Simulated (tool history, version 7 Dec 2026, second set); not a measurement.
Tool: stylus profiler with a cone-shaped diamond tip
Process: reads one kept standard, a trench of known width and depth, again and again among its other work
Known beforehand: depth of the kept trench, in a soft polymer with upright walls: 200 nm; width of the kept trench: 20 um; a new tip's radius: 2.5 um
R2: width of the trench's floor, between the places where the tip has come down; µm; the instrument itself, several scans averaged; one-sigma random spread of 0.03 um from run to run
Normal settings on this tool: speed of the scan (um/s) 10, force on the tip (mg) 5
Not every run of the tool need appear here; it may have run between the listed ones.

Run 1, hour 0: usual settings. Result: depth of the trench (nm) 201.76, R2 17.97 µm.
Run 2, hour 101.6: usual settings. Result: depth of the trench (nm) 201.62, R2 17.97 µm.
Run 3, hour 195.5: usual settings. Result: depth of the trench (nm) 201.75, R2 18.04 µm.
Run 4, hour 281.2: usual settings. Result: depth of the trench (nm) 201.73, R2 17.99 µm.
Run 5, hour 327.8: usual settings. Result: depth of the trench (nm) 201.72, R2 18 µm.
Run 6, hour 429.6: usual settings. Result: depth of the trench (nm) 201.7, R2 18.03 µm.
Run 7, hour 503.8: usual settings. Result: depth of the trench (nm) 201.72, R2 18.03 µm.
Run 8, hour 549.8: usual settings but force on the tip (mg) 1.97. Result: depth of the trench (nm) 200.93, R2 18.01 µm.
Run 9, hour 629.5: usual settings but speed of the scan (um/s) 38, force on the tip (mg) 5.41. Result: depth of the trench (nm) 201.78, R2 17.99 µm.
Run 10, hour 735.1: usual settings but speed of the scan (um/s) 19, force on the tip (mg) 4.46. Result: depth of the trench (nm) 201.55, R2 17.98 µm.
Run 11, hour 799.4: usual settings but speed of the scan (um/s) 19, force on the tip (mg) 4.46. Result: depth of the trench (nm) 201.59, R2 17.96 µm.
Run 12, hour 853.8: usual settings but speed of the scan (um/s) 14, force on the tip (mg) 8.44. Result: depth of the trench (nm) 202.42, R2 18 µm.

Between the runs listed above, the log contained 1 entry, not reproduced here. Where in the sequence does each belong, and how does what the log doesn't record of the tool's condition differ from the listed run before to the listed run after?
Runs 5 to 6: new tip fitted, height scale calibrated (hour 414)
  radius of the tip, um: 2.59 -> 2.5; height scale over the true one, %: 0.003 -> 0.001
  what was measured, less what the result would be without the hidden state, R2: -0.03 -> +0 µm
